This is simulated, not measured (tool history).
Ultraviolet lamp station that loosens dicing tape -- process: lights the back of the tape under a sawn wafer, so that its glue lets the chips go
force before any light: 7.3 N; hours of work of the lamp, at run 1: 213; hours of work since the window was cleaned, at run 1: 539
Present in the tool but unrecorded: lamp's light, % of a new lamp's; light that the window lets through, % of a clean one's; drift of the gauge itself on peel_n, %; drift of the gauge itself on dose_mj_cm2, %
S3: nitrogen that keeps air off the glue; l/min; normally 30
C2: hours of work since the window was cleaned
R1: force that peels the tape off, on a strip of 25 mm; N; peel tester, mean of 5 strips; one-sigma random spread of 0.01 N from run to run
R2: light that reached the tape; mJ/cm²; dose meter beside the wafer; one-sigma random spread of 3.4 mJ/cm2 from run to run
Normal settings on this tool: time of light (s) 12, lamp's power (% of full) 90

Run 1, day 0.000: usual settings; hours of work of the lamp 213; C2 539. Result: R1 0.576 N, R2 490 mJ/cm².
Run 2, day 0.492: usual settings; hours of work of the lamp 218; C2 544. Result: R1 0.592 N, R2 483 mJ/cm².
Run 3, day 0.717: usual settings; hours of work of the lamp 220; C2 546. Result: R1 0.586 N, R2 489 mJ/cm².
Run 4, day 1.129: usual settings but lamp's power (% of full) 89; hours of work of the lamp 225; C2 551. Result: R1 0.611 N, R2 480 mJ/cm².
Run 5, day 1.592: usual settings but lamp's power (% of full) 82; hours of work of the lamp 230; C2 556. Result: R1 0.740 N, R2 441 mJ/cm².
Run 6, day 1.875: usual settings but S3 13 l/min; hours of work of the lamp 233; C2 559. Result: R1 1.061 N, R2 477 mJ/cm².
Run 7, day 2.275: usual settings but S3 13 l/min; hours of work of the lamp 237; C2 563. Result: R1 1.055 N, R2 475 mJ/cm².
Run 8, day 2.575: usual settings but S3 13 l/min; hours of work of the lamp 240; C2 566. Result: R1 1.093 N, R2 480 mJ/cm².
Run 9, day 2.900: usual settings but S3 13 l/min; hours of work of the lamp 244; C2 569. Result: R1 1.109 N, R2 484 mJ/cm².
Run 10, day 3.204: usual settings but S3 13 l/min; hours of work of the lamp 247; C2 573. Result: R1 1.091 N, R2 488 mJ/cm².
Run 11, day 3.517: usual settings but S3 13 l/min; hours of work of the lamp 250; C2 576. Result: R1 1.092 N, R2 482 mJ/cm².
Run 12, day 3.917: usual settings but S3 13 l/min; hours of work of the lamp 254; C2 580. Result: R1 1.119 N, R2 480 mJ/cm².
Run 13, day 4.354: usual settings but S3 13 l/min; hours of work of the lamp 259; C2 585. Result: R1 1.095 N, R2 476 mJ/cm².
Run 14, day 4.633: usual settings but time of light (s) 13, lamp's power (% of full) 99, S3 36 l/min; hours of work of the lamp 262; C2 588. Result: R1 0.386 N, R2 574 mJ/cm².
Run 15, day 5.112: usual settings but time of light (s) 11, lamp's power (% of full) 67, S3 13 l/min; hours of work of the lamp 267; C2 593. Result: R1 2.000 N, R2 327 mJ/cm².

Forecast run 16:
Run 16, day 5.488: usual settings but time of light (s) 11, lamp's power (% of full) 67, S3 13 l/min; hours of work of the lamp 271; C2 597. Result: R1 ?, R2 ?.

Run 16 measured R1 1.880 N, R2 320 mJ/cm².
If the tool had no hidden condition, the same run with the same run-to-run variation would have returned R1 1.507 N, R2 377 mJ/cm².

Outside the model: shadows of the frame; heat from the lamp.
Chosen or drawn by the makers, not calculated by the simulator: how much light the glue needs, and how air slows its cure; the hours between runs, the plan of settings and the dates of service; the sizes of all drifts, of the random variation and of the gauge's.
